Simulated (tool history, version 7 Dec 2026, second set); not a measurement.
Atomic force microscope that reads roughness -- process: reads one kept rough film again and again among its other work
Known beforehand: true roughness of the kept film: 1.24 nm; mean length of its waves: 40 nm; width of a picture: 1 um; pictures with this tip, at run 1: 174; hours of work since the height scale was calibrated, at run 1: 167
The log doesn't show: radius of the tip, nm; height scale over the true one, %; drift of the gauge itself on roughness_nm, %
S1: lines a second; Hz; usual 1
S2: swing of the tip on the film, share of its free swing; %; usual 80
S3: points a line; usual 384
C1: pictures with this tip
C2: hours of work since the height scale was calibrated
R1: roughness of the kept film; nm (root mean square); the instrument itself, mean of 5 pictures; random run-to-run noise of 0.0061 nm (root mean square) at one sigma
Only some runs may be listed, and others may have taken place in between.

run 1 hour=0 | S1=1 S2=80 S3=384 | C1=174 C2=167 | R1=1.135
run 2 hour=34.2 | S1=1 S2=65 S3=384 | C1=225 C2=190 | R1=1.191
run 3 hour=66.4 | S1=1 S2=65 S3=384 | C1=274 C2=211 | R1=1.172
run 4 hour=103.9 | S1=1 S2=65 S3=740 | C1=331 C2=236 | R1=1.172
-- hour=120.4 new tip fitted
run 5 hour=142.3 | S1=1 S2=65 S3=740 | C1=34 C2=261 | R1=1.181
run 6 hour=178.6 | S1=1 S2=80 S3=384 | C1=89 C2=285 | R1=1.134
run 7 hour=209.1 | S1=1 S2=80 S3=384 | C1=135 C2=306 | R1=1.141
run 8 hour=247.6 | S1=1 S2=80 S3=440 | C1=194 C2=331 | R1=1.145
run 9 hour=265.7 | S1=1 S2=80 S3=440 | C1=221 C2=343 | R1=1.127
run 10 hour=298.5 | S1=1 S2=80 S3=440 | C1=271 C2=365 | R1=1.128
run 11 hour=316.8 | S1=1 S2=80 S3=440 | C1=299 C2=377 | R1=1.133
run 12 hour=351.5 | S1=3.39 S2=80 S3=440 | C1=351 C2=400 | R1=0.992
-- hour=354.4 new tip fitted
run 13 hour=384.7 | S1=3.39 S2=71 S3=440 | C1=46 C2=422 | R1=1.064
run 14 hour=424.3 | S1=3.39 S2=71 S3=440 | C1=106 C2=448 | R1=1.069
run 15 hour=464.5 | S1=3.14 S2=80 S3=384 | C1=167 C2=475 | R1=0.997
run 16 hour=493.6 | S1=3.14 S2=61 S3=384 | C1=211 C2=495 | R1=1.134
run 17 hour=513.2 | S1=0.8 S2=61 S3=384 | C1=241 C2=508 | R1=1.187
run 18 hour=530.5 | S1=0.8 S2=61 S3=384 | C1=268 C2=519 | R1=1.198
run 19 hour=558 | S1=1 S2=64 S3=384 | C1=309 C2=537 | R1=1.18
-- hour=589.7 new tip fitted
run 20 hour=599.1 | S1=1 S2=67 S3=384 | C1=14 C2=564 | R1=1.182
run 21 hour=616.4 | S1=1 S2=67 S3=384 | C1=40 C2=576 | R1=1.16
run 22 hour=657.8 | S1=1 S2=80 S3=384 | C1=103 C2=603 | R1=1.124
run 23 hour=687.9 | S1=1 S2=80 S3=384 | C1=149 C2=623 | R1=1.131
run 24 hour=706.4 | S1=1 S2=80 S3=384 | C1=177 C2=636 | R1=1.135
run 25 hour=729 | S1=1 S2=80 S3=384 | C1=211 C2=651 | R1=1.134
run 26 hour=770.3 | S1=3.09 S2=80 S3=735 | C1=274 C2=678 | R1=1.009
run 27 hour=806.5 | S1=3.09 S2=81 S3=735 | C1=329 C2=702 | R1=0.998
-- hour=824.8 new tip fitted
run 28 hour=848.5 | S1=1.38 S2=86 S3=384 | C1=36 C2=730 | R1=1.073
run 29 hour=887.3 | S1=2.21 S2=86 S3=357 | C1=95 C2=755 | R1=1.006
run 30 hour=921.6 | S1=1.7 S2=71 S3=537 | C1=147 C2=778 | R1=1.126
run 31 hour=959.9 | S1=1.7 S2=71 S3=537 | C1=205 C2=804 | R1=1.122
run 32 hour=978.9 | S1=1.7 S2=71 S3=537 | C1=234 C2=816 | R1=1.135
run 33 hour=1010.2 | S1=3.06 S2=71 S3=338 | C1=281 C2=837 | R1=1.077
run 34 hour=1029.5 | S1=3.06 S2=71 S3=338 | C1=311 C2=850 | R1=1.066
run 35 hour=1050.7 | S1=2.38 S2=60 S3=319 | C1=343 C2=864 | R1=1.147
-- hour=1060.3 new tip fitted
run 36 hour=1075.5 | S1=1.01 S2=77 S3=384 | C1=23 C2=880 | R1=1.156
run 37 hour=1103.3 | S1=1.01 S2=77 S3=384 | C1=65 C2=899 | R1=1.148
run 38 hour=1131.9 | S1=1 S2=82 S3=673 | C1=108 C2=918 | R1=1.133
run 39 hour=1161.6 | S1=1.65 S2=79 S3=300 | C1=153 C2=937 | R1=1.103
run 40 hour=1191 | S1=2.91 S2=80 S3=384 | C1=198 C2=957 | R1=1.021
run 41 hour=1225.1 | S1=2.91 S2=80 S3=384 | C1=250 C2=980 | R1=1.009
run 42 hour=1247.4 | S1=1 S2=72 S3=541 | C1=284 C2=994 | R1=1.162
run 43 hour=1287.1 | S1=1 S2=72 S3=498 | C1=344 C2=1021 | R1=1.165
-- hour=1295.1 new tip fitted
run 44 hour=1325.6 | S1=1.02 S2=89 S3=559 | C1=47 C2=1046 | R1=1.099
run 45 hour=1359.4 | S1=1.55 S2=65 S3=779 | C1=98 C2=1069 | R1=1.148
run 46 hour=1390.3 | S1=1.55 S2=65 S3=779 | C1=145 C2=1089 | R1=1.166
run 47 hour=1425.3 | S1=1 S2=62 S3=702 | C1=198 C2=1112 | R1=1.185
run 48 hour=1465.7 | S1=1 S2=62 S3=702 | C1=259 C2=1139 | R1=1.171
run 49 hour=1484.5 | S1=1 S2=65 S3=702 | C1=288 C2=1152 | R1=1.177

Alternative continuations, all from the tool just after run 49; predict every row:
run A hour=1523.2 | S1=1 S2=58 S3=702 | C1=347 C2=1177 | R1=?
run B hour=1523.2 | S1=1 S2=65 S3=505 | C1=347 C2=1177 | R1=?
run C hour=1523.2 | S1=2.5 S2=65 S3=673 | C1=347 C2=1177 | R1=?
run D hour=1523.2 | S1=1 S2=59 S3=508 | C1=347 C2=1177 | R1=?
run E hour=1523.2 | S1=1 S2=80 S3=460 | C1=347 C2=1177 | R1=?

run=A R1=1.179
run=B R1=1.167
run=C R1=1.128
run=D R1=1.184
run=E R1=1.131
Without the tool's hidden state the same runs would have given:
run=A R1=1.183
run=B R1=1.171
run=C R1=1.131
run=D R1=1.188
run=E R1=1.135

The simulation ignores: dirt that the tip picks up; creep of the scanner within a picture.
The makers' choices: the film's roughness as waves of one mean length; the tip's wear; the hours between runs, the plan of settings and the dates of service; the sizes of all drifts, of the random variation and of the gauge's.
